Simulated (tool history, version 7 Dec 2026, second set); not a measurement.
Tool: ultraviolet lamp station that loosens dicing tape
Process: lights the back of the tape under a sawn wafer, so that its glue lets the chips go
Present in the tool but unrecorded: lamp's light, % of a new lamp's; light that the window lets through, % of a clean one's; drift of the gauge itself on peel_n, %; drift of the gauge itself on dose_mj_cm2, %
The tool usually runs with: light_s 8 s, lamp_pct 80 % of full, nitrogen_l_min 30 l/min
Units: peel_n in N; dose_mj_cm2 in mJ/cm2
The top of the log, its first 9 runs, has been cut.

run	hour	light_s	lamp_pct	nitrogen_l_min	hours of work of the lamp	hours of work since the window was cleaned	peel_n	dose_mj_cm2
10	202.6	8	80	30	583	148	0.927	425
11	226.2	8	80	33	597	163	0.905	423
# hour 228.5: window cleaned of glue's vapour
12	256.7	8	80	25	615	17	1.069	414
13	281.2	8	80	25	630	32	1.133	405
14	300.7	8	80	25	642	44	1.171	399
15	330.7	8	70	30	660	62	1.390	346
16	357.8	8	90	30	676	78	0.848	439
17	380.5	8	90	30	690	92	0.848	433
# hour 387.8: window cleaned of glue's vapour, once more
18	404.0	8	90	30	704	10	0.739	477
19	432.8	8	90	30	721	27	0.724	460
20	464.5	14	79	35	741	46	0.249	708
21	488.9	16	79	35	755	61	0.196	805
22	508.1	9	67	42	767	73	0.989	376
23	532.3	8	82	30	782	88	0.983	407
24	558.4	15	76	30	797	103	0.283	693
25	572.3	8	98	30	806	112	0.674	477
26	594.2	8	74	24	819	125	1.503	358
27	622.9	8	86	25	837	142	1.078	411
28	639.1	11	78	49	846	152	0.484	507
29	657.2	11	98	14	857	163	0.587	623
30	673.1	11	76	19	867	173	0.883	483
31	690.4	11	76	19	877	183	0.877	477
32	724.7	11	76	19	898	204	0.949	464
# hour 757.1: lamp changed
33	758.9	11	100	35	1	224	0.168	884
34	792.2	11	100	35	21	244	0.167	878

Below are 4 alternative next runs, each starting from the tool's condition after run 34. Predict each:
A	816.7	8	76	30	36	259	?	?
B	816.7	9	87	35	36	259	?	?
C	816.7	11	100	32	36	259	?	?
D	816.7	12	88	13	36	259	?	?

run	peel_n	dose_mj_cm2
A	0.673	477
B	0.345	619
C	0.178	863
D	0.310	828
Without the tool's unlogged condition, the same runs would have read:
run	peel_n	dose_mj_cm2
A	0.509	533
B	0.264	692
C	0.155	967
D	0.239	927
